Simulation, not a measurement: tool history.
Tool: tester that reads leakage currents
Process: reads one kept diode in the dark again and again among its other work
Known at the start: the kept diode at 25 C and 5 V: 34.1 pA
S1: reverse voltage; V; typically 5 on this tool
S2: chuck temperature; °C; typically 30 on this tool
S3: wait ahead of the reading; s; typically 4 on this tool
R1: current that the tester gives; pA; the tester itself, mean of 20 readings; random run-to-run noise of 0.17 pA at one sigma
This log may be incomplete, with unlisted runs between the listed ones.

{"run": 1, "hour": 0.0, "S1": 5, "S2": 30, "S3": 4, "R1": 60.3}
{"run": 2, "hour": 124.4, "S1": 5, "S2": 30, "S3": 4, "R1": 60.91}
{"hour": 227.5, "done": "chuck's temperature calibrated"}
{"run": 3, "hour": 286.1, "S1": 5, "S2": 30, "S3": 4, "R1": 53.75}
{"run": 4, "hour": 388.5, "S1": 5, "S2": 60, "S3": 4, "R1": 583.52}
{"run": 5, "hour": 547.0, "S1": 5, "S2": 30, "S3": 0.76, "R1": 55.1}
{"run": 6, "hour": 645.1, "S1": 5.02, "S2": 30, "S3": 4, "R1": 54.65}
{"run": 7, "hour": 743.2, "S1": 5.02, "S2": 30, "S3": 4, "R1": 55.22}
{"run": 8, "hour": 892.2, "S1": 5, "S2": 30, "S3": 2.66, "R1": 55.58}
{"run": 9, "hour": 1004.5, "S1": 5, "S2": 30, "S3": 2.66, "R1": 55.79}
{"run": 10, "hour": 1122.5, "S1": 3.67, "S2": 30, "S3": 9.51, "R1": 49.75}
{"run": 11, "hour": 1266.1, "S1": 1.56, "S2": 30, "S3": 4, "R1": 36.83}
{"run": 12, "hour": 1467.7, "S1": 8.68, "S2": 29, "S3": 4.52, "R1": 65.08}
{"run": 13, "hour": 1583.5, "S1": 5, "S2": 31, "S3": 4, "R1": 62.8}
{"run": 14, "hour": 1715.6, "S1": 5, "S2": 31, "S3": 4, "R1": 63.12}
{"run": 15, "hour": 1918.4, "S1": 5, "S2": 53, "S3": 0.73, "R1": 373.8}
{"run": 16, "hour": 2124.0, "S1": 5, "S2": 53, "S3": 0.73, "R1": 375.97}
{"run": 17, "hour": 2258.2, "S1": 5, "S2": 49, "S3": 4, "R1": 278.69}

What would each run have given without the hidden state, its run-to-run variation left as it was?
Hidden state present: stray current of the dirty probe card, pA a volt; current scale over the true one, %; true chuck temperature over the reading, C; drift of the gauge itself on leakage_pa, %.
run=1 R1=53.51
run=2 R1=53.68
run=3 R1=53.6
run=4 R1=591.87
run=5 R1=54.2
run=6 R1=53.46
run=7 R1=53.72
run=8 R1=53.64
run=9 R1=53.48
run=10 R1=47.61
run=11 R1=35.35
run=12 R1=59.79
run=13 R1=58.51
run=14 R1=58.37
run=15 R1=353.42
run=16 R1=351.83
run=17 R1=258.07
